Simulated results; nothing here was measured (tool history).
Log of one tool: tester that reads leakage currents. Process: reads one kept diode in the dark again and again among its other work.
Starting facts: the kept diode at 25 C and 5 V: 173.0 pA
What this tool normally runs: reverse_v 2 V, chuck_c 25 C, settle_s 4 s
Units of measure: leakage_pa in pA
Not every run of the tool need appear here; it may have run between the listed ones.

Run 1, hour 0: usual settings. Result: leakage_pa 118.21 pA.
Run 2, hour 50.3: usual settings. Result: leakage_pa 118.7 pA.
Run 3, hour 93: usual settings. Result: leakage_pa 118.99 pA.
Run 4, hour 141.7: usual settings. Result: leakage_pa 119.16 pA.
Run 5, hour 179.7: usual settings. Result: leakage_pa 119.78 pA.
Run 6, hour 234.9: usual settings. Result: leakage_pa 120.3 pA.
At hour 255.1: probe card cleaned and baked.
Run 7, hour 269.1: usual settings. Result: leakage_pa 115.85 pA.
Run 8, hour 303.9: usual settings. Result: leakage_pa 116.06 pA.
Run 9, hour 338.1: usual settings. Result: leakage_pa 116.62 pA.
Run 10, hour 383: usual settings but chuck_c 22 C. Result: leakage_pa 92.69 pA.
Run 11, hour 444.2: usual settings but chuck_c 22 C. Result: leakage_pa 92.07 pA.
Run 12, hour 493.7: usual settings but chuck_c 22 C. Result: leakage_pa 93.12 pA.
Run 13, hour 542.4: usual settings but chuck_c 22 C. Result: leakage_pa 93.65 pA.
Run 14, hour 600: usual settings but chuck_c 22 C. Result: leakage_pa 93.89 pA.
Run 15, hour 667.7: usual settings but chuck_c 22 C. Result: leakage_pa 95.22 pA.
Run 16, hour 699.6: usual settings. Result: leakage_pa 120.53 pA.
Run 17, hour 739.3: usual settings. Result: leakage_pa 120.65 pA.
Run 18, hour 805.9: usual settings. Result: leakage_pa 121.41 pA.
Run 19, hour 875.9: usual settings. Result: leakage_pa 122.2 pA.
Run 20, hour 947: usual settings but settle_s 0.95 s. Result: leakage_pa 123.08 pA.
Run 21, hour 984: usual settings but reverse_v 3.36 V, chuck_c 21 C, settle_s 0.67 s. Result: leakage_pa 116.28 pA.
Run 22, hour 1022.9: usual settings but reverse_v 3.36 V, chuck_c 21 C, settle_s 0.67 s. Result: leakage_pa 117 pA.
Run 23, hour 1080.4: usual settings but reverse_v 3.36 V, chuck_c 21 C, settle_s 0.67 s. Result: leakage_pa 117.41 pA.
Run 24, hour 1139.9: usual settings but settle_s 0.68 s. Result: leakage_pa 124.56 pA.
Run 25, hour 1174.6: usual settings but reverse_v 9.26 V, chuck_c 47 C. Result: leakage_pa 1287.92 pA.
Run 26, hour 1234.2: usual settings but reverse_v 10.42 V, chuck_c 23 C, settle_s 3.19 s. Result: leakage_pa 243.78 pA.
Run 27, hour 1298.2: usual settings but reverse_v 10.42 V, chuck_c 23 C, settle_s 3.19 s. Result: leakage_pa 243.71 pA.
Run 28, hour 1360.6: usual settings but reverse_v 10.42 V, chuck_c 23 C, settle_s 3.19 s. Result: leakage_pa 245.21 pA.
Run 29, hour 1424.1: usual settings but reverse_v 7.16 V, chuck_c 31 C, settle_s 1.22 s. Result: leakage_pa 374.68 pA.
At hour 1435.6: tester calibrated.
Run 30, hour 1462.5: usual settings but reverse_v 1.46 V, chuck_c 48 C. Result: leakage_pa 576.41 pA.
Run 31, hour 1509.5: usual settings but reverse_v 1.46 V, chuck_c 48 C. Result: leakage_pa 575.98 pA.
Run 32, hour 1577.3: usual settings but reverse_v 1.46 V, chuck_c 48 C. Result: leakage_pa 580.51 pA.
Run 33, hour 1619.1: usual settings but reverse_v 1.46 V, chuck_c 48 C. Result: leakage_pa 582 pA.
Run 34, hour 1656.1: usual settings but reverse_v 11.43 V, chuck_c 20 C, settle_s 0.44 s. Result: leakage_pa 215.01 pA.
Run 35, hour 1686.7: usual settings but reverse_v 8.63 V, chuck_c 56 C, settle_s 0.44 s. Result: leakage_pa 2307.63 pA.
Run 36, hour 1720.3: usual settings but reverse_v 1.86 V, chuck_c 22 C, settle_s 0.96 s. Result: leakage_pa 100.27 pA.
Run 37, hour 1784.7: usual settings but reverse_v 1.86 V, chuck_c 46 C, settle_s 0.93 s. Result: leakage_pa 577.76 pA.
Run 38, hour 1828.3: usual settings but reverse_v 1.86 V, chuck_c 46 C, settle_s 0.93 s. Result: leakage_pa 582.26 pA.
Run 39, hour 1867.1: usual settings but reverse_v 1.86 V, chuck_c 46 C, settle_s 0.93 s. Result: leakage_pa 583.15 pA.

Each row is a separate what-if for the run after 39, all from the same tool condition, not one after another. Results?
Run A, hour 1930.6: usual settings but reverse_v 1.86 V, chuck_c 46 C, settle_s 0.9 s. Result: leakage_pa ?.
Run B, hour 1930.6: usual settings but reverse_v 2.7 V. Result: leakage_pa ?.
Run C, hour 1930.6: usual settings but reverse_v 4.23 V, chuck_c 29 C, settle_s 8.97 s. Result: leakage_pa ?.
Run D, hour 1930.6: usual settings but reverse_v 1.86 V, chuck_c 45 C, settle_s 0.93 s. Result: leakage_pa ?.
Run E, hour 1930.6: usual settings but reverse_v 16.3 V, chuck_c 31 C, settle_s 0.93 s. Result: leakage_pa ?.

run  leakage_pa
  A      582.79
  B      153.51
  C      258.82
  D      545.39
  E      585.84
With no hidden state in the tool, these same runs would have given:
run  leakage_pa
  A      510.04
  B      128.97
  C      218.69
  D      476.79
  E       487.4
